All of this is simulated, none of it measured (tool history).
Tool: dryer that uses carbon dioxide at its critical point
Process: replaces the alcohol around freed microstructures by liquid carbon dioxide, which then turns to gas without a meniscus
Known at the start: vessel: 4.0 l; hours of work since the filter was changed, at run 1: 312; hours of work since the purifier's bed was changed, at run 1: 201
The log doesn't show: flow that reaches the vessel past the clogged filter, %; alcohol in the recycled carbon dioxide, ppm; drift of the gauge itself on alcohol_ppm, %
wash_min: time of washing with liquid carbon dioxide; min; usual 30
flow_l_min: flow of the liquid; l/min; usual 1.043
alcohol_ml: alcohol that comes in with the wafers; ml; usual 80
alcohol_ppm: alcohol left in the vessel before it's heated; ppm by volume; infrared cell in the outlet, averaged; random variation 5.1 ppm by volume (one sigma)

| run | hour | wash_min | flow_l_min | alcohol_ml | hours of work since the filter was changed | hours of work since the purifier's bed was changed | alcohol_ppm |
|---|---|---|---|---|---|---|---|
| 1 | 0.0 | 30 | 1.043 | 80 | 312 | 201 | 185 |
| 2 | 6.8 | 30 | 1.043 | 80 | 316 | 204 | 186 |
| 3 | 13.0 | 27 | 1.043 | 80 | 320 | 208 | 249 |
| 4 | 20.8 | 27 | 1.043 | 80 | 324 | 212 | 255 |
| 5 | 27.2 | 27 | 1.043 | 80 | 328 | 216 | 256 |
| 6 | 34.4 | 30 | 1.043 | 80 | 332 | 220 | 198 |
| 7 | 44.1 | 30 | 1.043 | 80 | 337 | 226 | 210 |
| 8 | 52.6 | 30 | 1.043 | 80 | 342 | 230 | 205 |
| 9 | 60.9 | 34 | 1.680 | 25 | 347 | 235 | 140 |
| 10 | 65.4 | 37 | 0.840 | 21 | 349 | 238 | 153 |
| 11 | 72.6 | 39 | 0.850 | 38 | 353 | 242 | 164 |
| 12 | 80.2 | 30 | 1.180 | 29 | 358 | 246 | 146 |
| 13 | 86.4 | 34 | 1.043 | 80 | 361 | 250 | 182 |
| 14 | 93.4 | 31 | 1.440 | 85 | 365 | 254 | 150 |
| 15 | 98.2 | 36 | 1.400 | 117 | 368 | 256 | 147 |
| 16 | 104.0 | 36 | 1.400 | 117 | 371 | 260 | 155 |

3 ways to go on from here, each from the tool as it stands after run 16. What would each give?
| A | 108.2 | 38 | 1.160 | 117 | 374 | 262 | ? |
| B | 108.2 | 39 | 0.980 | 45 | 374 | 262 | ? |
| C | 108.2 | 43 | 1.043 | 72 | 374 | 262 | ? |

| run | alcohol_ppm |
|---|---|
| A | 157 |
| B | 156 |
| C | 151 |
Without the tool's hidden state the same runs would have given:
| run | alcohol_ppm |
|---|---|
| A | 6 |
| B | 5 |
| C | 5 |
